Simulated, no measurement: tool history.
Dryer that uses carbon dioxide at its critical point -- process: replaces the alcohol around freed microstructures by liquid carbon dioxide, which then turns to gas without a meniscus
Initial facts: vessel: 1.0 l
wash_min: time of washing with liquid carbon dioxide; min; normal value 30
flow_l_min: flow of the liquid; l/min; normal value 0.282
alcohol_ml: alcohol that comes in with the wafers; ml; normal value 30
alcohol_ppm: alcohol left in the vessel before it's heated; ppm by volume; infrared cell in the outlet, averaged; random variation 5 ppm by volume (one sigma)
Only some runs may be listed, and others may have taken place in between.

{"run": 1, "day": 0.0, "wash_min": 30, "flow_l_min": 0.282, "alcohol_ml": 30, "alcohol_ppm": 120}
{"run": 2, "day": 0.629, "wash_min": 30, "flow_l_min": 0.282, "alcohol_ml": 30, "alcohol_ppm": 113}
{"run": 3, "day": 1.233, "wash_min": 40, "flow_l_min": 0.282, "alcohol_ml": 30, "alcohol_ppm": 106}
{"run": 4, "day": 1.833, "wash_min": 40, "flow_l_min": 0.282, "alcohol_ml": 30, "alcohol_ppm": 82}
{"run": 5, "day": 2.208, "wash_min": 30, "flow_l_min": 0.282, "alcohol_ml": 30, "alcohol_ppm": 127}
{"run": 6, "day": 2.617, "wash_min": 30, "flow_l_min": 0.282, "alcohol_ml": 21, "alcohol_ppm": 121}
{"run": 7, "day": 3.138, "wash_min": 30, "flow_l_min": 0.28, "alcohol_ml": 30, "alcohol_ppm": 133}
{"run": 8, "day": 3.421, "wash_min": 30, "flow_l_min": 0.28, "alcohol_ml": 30, "alcohol_ppm": 135}
{"day": 3.654, "done": "inlet filter changed"}
{"run": 9, "day": 3.892, "wash_min": 30, "flow_l_min": 0.28, "alcohol_ml": 30, "alcohol_ppm": 108}
{"run": 10, "day": 4.296, "wash_min": 30, "flow_l_min": 0.376, "alcohol_ml": 30, "alcohol_ppm": 103}
{"run": 11, "day": 4.917, "wash_min": 30, "flow_l_min": 0.376, "alcohol_ml": 30, "alcohol_ppm": 100}
{"run": 12, "day": 5.496, "wash_min": 48, "flow_l_min": 0.282, "alcohol_ml": 30, "alcohol_ppm": 114}
{"run": 13, "day": 5.8, "wash_min": 48, "flow_l_min": 0.282, "alcohol_ml": 30, "alcohol_ppm": 106}
{"run": 14, "day": 6.054, "wash_min": 48, "flow_l_min": 0.282, "alcohol_ml": 30, "alcohol_ppm": 116}
{"run": 15, "day": 6.317, "wash_min": 48, "flow_l_min": 0.282, "alcohol_ml": 30, "alcohol_ppm": 114}
{"run": 16, "day": 6.883, "wash_min": 30, "flow_l_min": 0.282, "alcohol_ml": 30, "alcohol_ppm": 126}
{"run": 17, "day": 7.462, "wash_min": 30, "flow_l_min": 0.282, "alcohol_ml": 30, "alcohol_ppm": 130}
{"run": 18, "day": 7.938, "wash_min": 19, "flow_l_min": 0.282, "alcohol_ml": 30, "alcohol_ppm": 362}
{"run": 19, "day": 8.546, "wash_min": 30, "flow_l_min": 0.282, "alcohol_ml": 30, "alcohol_ppm": 138}
{"run": 20, "day": 9.104, "wash_min": 30, "flow_l_min": 0.282, "alcohol_ml": 30, "alcohol_ppm": 133}
{"run": 21, "day": 9.671, "wash_min": 30, "flow_l_min": 0.282, "alcohol_ml": 30, "alcohol_ppm": 136}
{"run": 22, "day": 10.254, "wash_min": 30, "flow_l_min": 0.282, "alcohol_ml": 30, "alcohol_ppm": 150}
{"run": 23, "day": 10.883, "wash_min": 30, "flow_l_min": 0.282, "alcohol_ml": 30, "alcohol_ppm": 148}
{"run": 24, "day": 11.467, "wash_min": 30, "flow_l_min": 0.387, "alcohol_ml": 30, "alcohol_ppm": 135}
{"run": 25, "day": 11.912, "wash_min": 30, "flow_l_min": 0.301, "alcohol_ml": 44, "alcohol_ppm": 154}
{"run": 26, "day": 12.392, "wash_min": 30, "flow_l_min": 0.451, "alcohol_ml": 30, "alcohol_ppm": 145}
{"run": 27, "day": 12.846, "wash_min": 22, "flow_l_min": 0.192, "alcohol_ml": 90, "alcohol_ppm": 3070}
{"run": 28, "day": 13.271, "wash_min": 22, "flow_l_min": 0.192, "alcohol_ml": 90, "alcohol_ppm": 3230}
{"run": 29, "day": 13.879, "wash_min": 22, "flow_l_min": 0.192, "alcohol_ml": 90, "alcohol_ppm": 3277}
{"run": 30, "day": 14.246, "wash_min": 28, "flow_l_min": 0.332, "alcohol_ml": 30, "alcohol_ppm": 158}
{"run": 31, "day": 14.583, "wash_min": 30, "flow_l_min": 0.332, "alcohol_ml": 44, "alcohol_ppm": 159}

What will run 32 give?
{"run": 32, "day": 14.975, "wash_min": 30, "flow_l_min": 0.274, "alcohol_ml": 37, "alcohol_ppm": "?"}

alcohol_ppm: 196 ppm by volume
Were there no unlogged condition in the tool, this run, its random variation unchanged, would have produced alcohol_ppm 13 ppm by volume.
